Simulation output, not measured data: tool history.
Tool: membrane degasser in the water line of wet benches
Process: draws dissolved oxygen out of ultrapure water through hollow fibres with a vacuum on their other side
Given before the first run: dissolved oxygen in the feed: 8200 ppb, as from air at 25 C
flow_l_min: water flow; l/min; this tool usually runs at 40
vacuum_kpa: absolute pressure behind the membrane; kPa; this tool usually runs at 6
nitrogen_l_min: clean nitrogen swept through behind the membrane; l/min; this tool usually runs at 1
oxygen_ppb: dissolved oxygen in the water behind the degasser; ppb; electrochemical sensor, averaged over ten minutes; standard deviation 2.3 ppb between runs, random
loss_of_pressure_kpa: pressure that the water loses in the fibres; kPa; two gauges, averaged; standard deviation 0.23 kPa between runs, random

run 1 hour=0 | flow_l_min=40 vacuum_kpa=6 nitrogen_l_min=1 | oxygen_ppb=231 loss_of_pressure_kpa=59.2
run 2 hour=72.4 | flow_l_min=40 vacuum_kpa=6 nitrogen_l_min=1 | oxygen_ppb=232.8 loss_of_pressure_kpa=59.38
run 3 hour=177.1 | flow_l_min=40 vacuum_kpa=6 nitrogen_l_min=1 | oxygen_ppb=226.3 loss_of_pressure_kpa=59.34
run 4 hour=242.1 | flow_l_min=26 vacuum_kpa=6 nitrogen_l_min=1 | oxygen_ppb=158.2 loss_of_pressure_kpa=38.58
run 5 hour=295 | flow_l_min=26 vacuum_kpa=6 nitrogen_l_min=1 | oxygen_ppb=160.4 loss_of_pressure_kpa=38.45
run 6 hour=369.8 | flow_l_min=26 vacuum_kpa=6 nitrogen_l_min=1 | oxygen_ppb=157.6 loss_of_pressure_kpa=38.49
run 7 hour=475.4 | flow_l_min=40 vacuum_kpa=6 nitrogen_l_min=1 | oxygen_ppb=230.7 loss_of_pressure_kpa=59.4
run 8 hour=546.4 | flow_l_min=40 vacuum_kpa=6 nitrogen_l_min=0.97 | oxygen_ppb=237.1 loss_of_pressure_kpa=58.81
run 9 hour=625.1 | flow_l_min=40 vacuum_kpa=6 nitrogen_l_min=0.97 | oxygen_ppb=238.3 loss_of_pressure_kpa=59.48
run 10 hour=698 | flow_l_min=32 vacuum_kpa=6 nitrogen_l_min=1 | oxygen_ppb=193.4 loss_of_pressure_kpa=47.36
run 11 hour=807.9 | flow_l_min=32 vacuum_kpa=6 nitrogen_l_min=1 | oxygen_ppb=189.6 loss_of_pressure_kpa=47.58
run 12 hour=917.8 | flow_l_min=40 vacuum_kpa=6 nitrogen_l_min=1 | oxygen_ppb=227.3 loss_of_pressure_kpa=59.37
run 13 hour=1010.5 | flow_l_min=40 vacuum_kpa=6 nitrogen_l_min=1 | oxygen_ppb=222.8 loss_of_pressure_kpa=59.8
run 14 hour=1059 | flow_l_min=40 vacuum_kpa=6 nitrogen_l_min=1 | oxygen_ppb=230 loss_of_pressure_kpa=59.68
run 15 hour=1118.9 | flow_l_min=40 vacuum_kpa=6 nitrogen_l_min=1 | oxygen_ppb=229.8 loss_of_pressure_kpa=59.69
run 16 hour=1183.6 | flow_l_min=40 vacuum_kpa=6 nitrogen_l_min=1 | oxygen_ppb=234.5 loss_of_pressure_kpa=59.53
run 17 hour=1269.2 | flow_l_min=55 vacuum_kpa=4.49 nitrogen_l_min=1.11 | oxygen_ppb=145.2 loss_of_pressure_kpa=82.37
run 18 hour=1324.8 | flow_l_min=29 vacuum_kpa=4.49 nitrogen_l_min=0.62 | oxygen_ppb=123.1 loss_of_pressure_kpa=43.16
run 19 hour=1424.1 | flow_l_min=35 vacuum_kpa=7.58 nitrogen_l_min=2.91 | oxygen_ppb=125.2 loss_of_pressure_kpa=52.58
run 20 hour=1494.3 | flow_l_min=40 vacuum_kpa=8.27 nitrogen_l_min=1 | oxygen_ppb=401.2 loss_of_pressure_kpa=59.86
run 21 hour=1574.4 | flow_l_min=60 vacuum_kpa=8.27 nitrogen_l_min=0.43 | oxygen_ppb=918.4 loss_of_pressure_kpa=89.87
run 22 hour=1675.6 | flow_l_min=49 vacuum_kpa=6 nitrogen_l_min=1 | oxygen_ppb=276.5 loss_of_pressure_kpa=73.38
run 23 hour=1784.6 | flow_l_min=49 vacuum_kpa=6 nitrogen_l_min=1 | oxygen_ppb=277.1 loss_of_pressure_kpa=73.39
run 24 hour=1872.8 | flow_l_min=50 vacuum_kpa=7.32 nitrogen_l_min=0.76 | oxygen_ppb=485.8 loss_of_pressure_kpa=74.69
run 25 hour=1941 | flow_l_min=35 vacuum_kpa=7.38 nitrogen_l_min=1 | oxygen_ppb=301.7 loss_of_pressure_kpa=52.7
run 26 hour=2008.1 | flow_l_min=40 vacuum_kpa=9.37 nitrogen_l_min=1 | oxygen_ppb=476.3 loss_of_pressure_kpa=59.91
run 27 hour=2069.6 | flow_l_min=40 vacuum_kpa=9.37 nitrogen_l_min=1 | oxygen_ppb=490.6 loss_of_pressure_kpa=59.99
run 28 hour=2167.9 | flow_l_min=40 vacuum_kpa=10.67 nitrogen_l_min=0.81 | oxygen_ppb=678.3 loss_of_pressure_kpa=60.49
run 29 hour=2254.1 | flow_l_min=40 vacuum_kpa=10.67 nitrogen_l_min=0.81 | oxygen_ppb=665.8 loss_of_pressure_kpa=59.93
run 30 hour=2345.9 | flow_l_min=40 vacuum_kpa=10.67 nitrogen_l_min=0.81 | oxygen_ppb=673.3 loss_of_pressure_kpa=60.03
run 31 hour=2448.8 | flow_l_min=25 vacuum_kpa=8.49 nitrogen_l_min=1 | oxygen_ppb=285.8 loss_of_pressure_kpa=37.36
run 32 hour=2546.8 | flow_l_min=51 vacuum_kpa=11.29 nitrogen_l_min=1 | oxygen_ppb=738.9 loss_of_pressure_kpa=76.66

Below are 4 alternative next runs, each starting from the tool's condition after run 32. Predict each:
run A hour=2601.6 | flow_l_min=40 vacuum_kpa=7.43 nitrogen_l_min=0.67 | oxygen_ppb=? loss_of_pressure_kpa=?
run B hour=2601.6 | flow_l_min=58 vacuum_kpa=6 nitrogen_l_min=2.91 | oxygen_ppb=? loss_of_pressure_kpa=?
run C hour=2601.6 | flow_l_min=40 vacuum_kpa=5.31 nitrogen_l_min=1.84 | oxygen_ppb=? loss_of_pressure_kpa=?
run D hour=2601.6 | flow_l_min=28 vacuum_kpa=11.29 nitrogen_l_min=0.66 | oxygen_ppb=? loss_of_pressure_kpa=?

run=A oxygen_ppb=468.2 loss_of_pressure_kpa=60.13
run=B oxygen_ppb=150.2 loss_of_pressure_kpa=87.14
run=C oxygen_ppb=110.5 loss_of_pressure_kpa=60.44
run=D oxygen_ppb=653.2 loss_of_pressure_kpa=42.52
With no hidden state in the tool, these same runs would have given:
run=A oxygen_ppb=455 loss_of_pressure_kpa=59.12
run=B oxygen_ppb=142.3 loss_of_pressure_kpa=85.67
run=C oxygen_ppb=103.6 loss_of_pressure_kpa=59.43
run=D oxygen_ppb=643.1 loss_of_pressure_kpa=41.81

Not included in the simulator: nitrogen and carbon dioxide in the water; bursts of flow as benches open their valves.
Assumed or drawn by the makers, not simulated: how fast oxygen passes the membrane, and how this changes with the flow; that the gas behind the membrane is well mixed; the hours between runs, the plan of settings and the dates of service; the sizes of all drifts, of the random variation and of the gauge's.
